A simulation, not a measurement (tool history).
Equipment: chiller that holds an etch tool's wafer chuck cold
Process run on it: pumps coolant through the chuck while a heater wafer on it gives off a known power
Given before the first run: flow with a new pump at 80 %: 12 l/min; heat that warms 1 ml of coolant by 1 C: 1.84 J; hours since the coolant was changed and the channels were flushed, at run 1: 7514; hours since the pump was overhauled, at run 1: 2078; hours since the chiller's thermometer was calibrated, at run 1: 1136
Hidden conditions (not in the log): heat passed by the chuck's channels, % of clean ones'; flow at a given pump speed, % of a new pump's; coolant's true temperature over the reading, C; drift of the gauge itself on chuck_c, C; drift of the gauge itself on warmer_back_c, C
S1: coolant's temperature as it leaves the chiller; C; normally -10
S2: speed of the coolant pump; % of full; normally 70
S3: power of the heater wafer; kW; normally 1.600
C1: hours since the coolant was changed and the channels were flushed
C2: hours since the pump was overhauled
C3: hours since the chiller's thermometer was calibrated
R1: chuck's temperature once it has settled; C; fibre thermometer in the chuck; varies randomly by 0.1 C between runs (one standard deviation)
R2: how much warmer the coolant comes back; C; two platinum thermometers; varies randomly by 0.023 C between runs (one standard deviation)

| run | day | S1 | S2 | S3 | C1 | C2 | C3 | R1 | R2 |
|---|---|---|---|---|---|---|---|---|---|
| 1 | 0.000 | -10 | 70 | 1.600 | 7514 | 2078 | 1136 | 15.9 | 5.09 |
| 2 | 2.042 | -10 | 70 | 1.600 | 7563 | 2127 | 1185 | 15.8 | 5.10 |
| 3 | 4.658 | -10 | 70 | 1.600 | 7626 | 2190 | 1248 | 15.9 | 5.12 |
| 4 | 8.158 | -10 | 70 | 0.862 | 7710 | 2274 | 1332 | 4.1 | 2.73 |
| 5 | 10.817 | -10 | 70 | 0.862 | 7774 | 2338 | 1396 | 4.2 | 2.73 |
| 6 | 13.671 | -10 | 70 | 0.862 | 7842 | 2407 | 1464 | 4.0 | 2.75 |
| 7 | 15.717 | -16 | 70 | 0.862 | 7891 | 2456 | 1514 | -1.6 | 2.75 |
| 8 | 18.475 | -10 | 70 | 1.600 | 7958 | 2522 | 1580 | 16.3 | 5.09 |
| 9 | 21.883 | -10 | 90 | 1.600 | 8039 | 2604 | 1662 | 11.8 | 3.88 |
| 10 | 23.417 | -2 | 90 | 1.305 | 8076 | 2640 | 1698 | 15.8 | 3.18 |
| 11 | 25.679 | -7 | 67 | 2.250 | 8130 | 2695 | 1753 | 31.4 | 7.57 |
| 12 | 29.046 | -12 | 70 | 0.907 | 8211 | 2776 | 1833 | 3.0 | 2.89 |
| 13 | 32.171 | -17 | 70 | 0.907 | 8286 | 2851 | 1908 | -1.9 | 2.90 |
| 14 | 34.833 | -1 | 64 | 1.537 | 8350 | 2914 | 1972 | 26.4 | 5.36 |
| 15 | 37.433 | -15 | 70 | 1.537 | 8413 | 2977 | 2035 | 10.7 | 4.94 |
| 16 | 39.079 | -5 | 70 | 1.600 | 8452 | 3016 | 2074 | 21.7 | 5.11 |
| 17 | 41.329 | -5 | 70 | 1.600 | 8506 | 3070 | 2128 | 21.7 | 5.18 |
| 18 | 44.871 | -5 | 70 | 1.600 | 8591 | 3155 | 2213 | 21.8 | 5.17 |

3 ways to go on from here, each from the tool as it stands after run 18. What would each give?
| A | 47.300 | -14 | 65 | 1.600 | 8649 | 3214 | 2272 | ? | ? |
| B | 47.300 | -2 | 60 | 1.113 | 8649 | 3214 | 2272 | ? | ? |
| C | 47.300 | -10 | 70 | 1.682 | 8649 | 3214 | 2272 | ? | ? |

| run | R1 | R2 |
|---|---|---|
| A | 14.4 | 5.57 |
| B | 19.1 | 4.24 |
| C | 18.3 | 5.38 |
Take away the tool's hidden state, keep each run's random variation, and the runs would have read:
| run | R1 | R2 |
|---|---|---|
| A | 8.1 | 5.45 |
| B | 14.4 | 4.15 |
| C | 12.0 | 5.27 |
